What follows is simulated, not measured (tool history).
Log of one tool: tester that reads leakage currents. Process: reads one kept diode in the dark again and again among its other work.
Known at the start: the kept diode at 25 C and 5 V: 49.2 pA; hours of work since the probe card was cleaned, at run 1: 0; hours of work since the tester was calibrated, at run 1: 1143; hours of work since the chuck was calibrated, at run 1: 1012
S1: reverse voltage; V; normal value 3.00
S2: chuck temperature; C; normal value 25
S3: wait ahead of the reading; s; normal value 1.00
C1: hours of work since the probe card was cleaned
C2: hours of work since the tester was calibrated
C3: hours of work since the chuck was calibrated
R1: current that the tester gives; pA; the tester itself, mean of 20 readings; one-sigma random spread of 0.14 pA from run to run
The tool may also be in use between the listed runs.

run 1 hour=0.0 | S1=3.00 S2=25 S3=1.00 | C1=0 C2=1143 C3=1012 | R1=40.45
run 2 hour=83.3 | S1=3.00 S2=25 S3=1.00 | C1=46 C2=1189 C3=1058 | R1=40.79
run 3 hour=169.1 | S1=3.00 S2=25 S3=1.00 | C1=94 C2=1236 C3=1106 | R1=40.93
run 4 hour=255.0 | S1=2.75 S2=25 S3=1.00 | C1=141 C2=1284 C3=1153 | R1=39.76
run 5 hour=319.6 | S1=3.00 S2=25 S3=1.23 | C1=177 C2=1320 C3=1189 | R1=40.92
run 6 hour=397.0 | S1=3.00 S2=25 S3=1.23 | C1=220 C2=1362 C3=1232 | R1=41.12
run 7 hour=461.4 | S1=3.00 S2=24 S3=1.00 | C1=255 C2=1398 C3=1268 | R1=38.14
run 8 hour=548.2 | S1=3.00 S2=25 S3=1.00 | C1=303 C2=1446 C3=1316 | R1=41.74
run 9 hour=619.0 | S1=3.00 S2=25 S3=1.17 | C1=342 C2=1485 C3=1355 | R1=41.67
run 10 hour=698.8 | S1=3.00 S2=25 S3=1.00 | C1=387 C2=1529 C3=1399 | R1=42.01
run 11 hour=783.3 | S1=3.00 S2=25 S3=1.00 | C1=433 C2=1576 C3=1446 | R1=42.12
run 12 hour=844.2 | S1=16.24 S2=25 S3=1.00 | C1=467 C2=1610 C3=1479 | R1=90.24
run 13 hour=899.5 | S1=3.00 S2=25 S3=1.00 | C1=498 C2=1640 C3=1510 | R1=42.40
run 14 hour=956.0 | S1=3.00 S2=25 S3=1.00 | C1=529 C2=1672 C3=1541 | R1=42.65
run 15 hour=1039.0 | S1=3.00 S2=25 S3=1.00 | C1=575 C2=1718 C3=1587 | R1=43.05
run 16 hour=1086.5 | S1=3.00 S2=25 S3=1.00 | C1=601 C2=1744 C3=1613 | R1=42.96
run 17 hour=1146.8 | S1=3.00 S2=25 S3=1.00 | C1=634 C2=1777 C3=1647 | R1=43.00
run 18 hour=1210.1 | S1=3.00 S2=25 S3=1.39 | C1=669 C2=1812 C3=1682 | R1=42.99
run 19 hour=1256.9 | S1=3.00 S2=25 S3=1.39 | C1=695 C2=1838 C3=1708 | R1=43.13
run 20 hour=1340.5 | S1=3.00 S2=25 S3=1.39 | C1=742 C2=1884 C3=1754 | R1=43.12
run 21 hour=1394.7 | S1=3.00 S2=25 S3=1.39 | C1=772 C2=1914 C3=1784 | R1=43.32
run 22 hour=1467.6 | S1=19.97 S2=28 S3=3.30 | C1=812 C2=1955 C3=1824 | R1=129.00
run 23 hour=1550.4 | S1=19.97 S2=28 S3=3.30 | C1=858 C2=2001 C3=1870 | R1=130.70
run 24 hour=1610.3 | S1=18.40 S2=25 S3=2.94 | C1=891 C2=2034 C3=1903 | R1=105.61
run 25 hour=1684.2 | S1=18.40 S2=25 S3=2.94 | C1=932 C2=2075 C3=1944 | R1=106.80
run 26 hour=1754.8 | S1=18.40 S2=25 S3=2.94 | C1=971 C2=2114 C3=1983 | R1=107.41
-- hour=1790.7 tester calibrated
run 27 hour=1797.0 | S1=18.40 S2=25 S3=0.56 | C1=993 C2=3 C3=2005 | R1=120.03
run 28 hour=1856.4 | S1=18.40 S2=50 S3=0.56 | C1=1026 C2=36 C3=2038 | R1=633.20
run 29 hour=1943.8 | S1=18.40 S2=30 S3=0.56 | C1=1074 C2=85 C3=2087 | R1=162.66
-- hour=1973.9 probe card cleaned and baked
run 30 hour=2000.4 | S1=16.59 S2=23 S3=5.24 | C1=15 C2=114 C3=2116 | R1=57.18
run 31 hour=2062.1 | S1=8.64 S2=23 S3=5.83 | C1=49 C2=148 C3=2150 | R1=45.91
run 32 hour=2139.9 | S1=8.64 S2=23 S3=5.83 | C1=92 C2=192 C3=2193 | R1=46.66
run 33 hour=2181.5 | S1=3.00 S2=58 S3=1.00 | C1=115 C2=215 C3=2216 | R1=577.03
run 34 hour=2267.1 | S1=5.54 S2=28 S3=3.97 | C1=162 C2=262 C3=2264 | R1=62.21
-- hour=2303.7 chuck's temperature calibrated
run 35 hour=2356.0 | S1=5.54 S2=28 S3=3.97 | C1=210 C2=310 C3=29 | R1=69.06
run 36 hour=2402.1 | S1=4.64 S2=28 S3=1.98 | C1=236 C2=335 C3=54 | R1=65.52
run 37 hour=2464.1 | S1=4.64 S2=28 S3=1.98 | C1=270 C2=370 C3=89 | R1=65.38
run 38 hour=2536.3 | S1=4.64 S2=28 S3=1.98 | C1=310 C2=410 C3=129 | R1=65.71
run 39 hour=2622.8 | S1=4.64 S2=28 S3=1.98 | C1=358 C2=458 C3=177 | R1=65.89

Hidden state at the last listed run before each entry between runs and at the first one after, where it differs:
Logged between run 26 and run 27: tester calibrated (hour 1790.7)
  stray current of the dirty probe card, pA a volt: 1.977 -> 2.017; current scale over the true one, %: -0.71 -> 0.11; true chuck temperature over the reading, C: -1.06 -> -1.07
  measured result minus the result with no hidden state, R1: +28.08 -> +29.77 pA
Logged between run 29 and run 30: probe card cleaned and baked (hour 1973.9)
  stray current of the dirty probe card, pA a volt: 2.193 -> 0.052; current scale over the true one, %: 0.08 -> 0.07; true chuck temperature over the reading, C: -1.12 -> -1.13
  measured result minus the result with no hidden state, R1: +28.83 -> -5.56 pA
Logged between run 34 and run 35: chuck's temperature calibrated (hour 2303.7)
  stray current of the dirty probe card, pA a volt: 0.349 -> 0.446; current scale over the true one, %: 0.03 -> 0.01; true chuck temperature over the reading, C: -1.22 -> -0.16
  measured result minus the result with no hidden state, R1: -5.10 -> +1.40 pA
